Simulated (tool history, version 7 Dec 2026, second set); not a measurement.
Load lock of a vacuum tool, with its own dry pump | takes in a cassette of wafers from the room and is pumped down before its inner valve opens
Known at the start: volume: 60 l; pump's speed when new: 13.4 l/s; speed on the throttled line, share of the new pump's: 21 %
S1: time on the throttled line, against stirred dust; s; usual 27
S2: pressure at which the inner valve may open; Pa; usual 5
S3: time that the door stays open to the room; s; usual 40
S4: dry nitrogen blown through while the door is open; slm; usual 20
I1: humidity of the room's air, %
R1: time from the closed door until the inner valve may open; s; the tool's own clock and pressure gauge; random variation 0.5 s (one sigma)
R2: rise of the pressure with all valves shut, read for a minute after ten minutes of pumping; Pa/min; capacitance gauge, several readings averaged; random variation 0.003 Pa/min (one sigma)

run,hour,S1,S2,S3,S4,I1,R1,R2
1,0.0,27,5,40,20,44.6,68.9,0.027
2,65.1,27,5,40,20,44.0,68.7,0.031
3,160.7,27,7,40,20,47.2,67.0,0.034
4,259.5,27,7,40,20,41.4,67.7,0.026
5,328.9,27,7,40,20,46.7,65.8,0.029
6,413.2,27,7,40,20,42.2,66.6,0.033
7,492.6,27,7,40,20,45.0,67.1,0.041
8,587.3,27,5,40,20,45.1,68.9,0.031
9,652.4,27,5,63,20,44.6,69.2,0.040
10,755.1,27,5,63,20,42.9,70.1,0.048
11,799.6,27,5,63,20,46.5,68.9,0.051
12,845.2,27,5,63,20,45.9,69.9,0.045
13,911.4,27,5,63,20,47.1,69.1,0.050
14,1004.8,27,6,40,7,46.8,69.2,0.054
15,1054.4,33,8,217,6,42.3,71.8,0.126

Measured less the same run without the tool's hidden state. The same run-to-run variation is in both; the gauge's scatter may not be:
The hidden state here: pump's speed, % of a new pump's; leak at the door's seal, Pa l/s; drift of the gauge itself on ready_s, %; drift of the gauge itself on rise_pa_min, %.
run,R1,R2
1,+2.4,+0.001
2,+2.4,+0.002
3,+2.2,+0.003
4,+2.3,+0.004
5,+2.4,+0.005
6,+2.4,+0.007
7,+2.5,+0.009
8,+2.6,+0.010
9,+2.8,+0.011
10,+2.8,+0.013
11,+2.8,+0.014
12,+2.9,+0.015
13,+2.9,+0.016
14,+2.8,+0.019
15,+2.7,+0.020
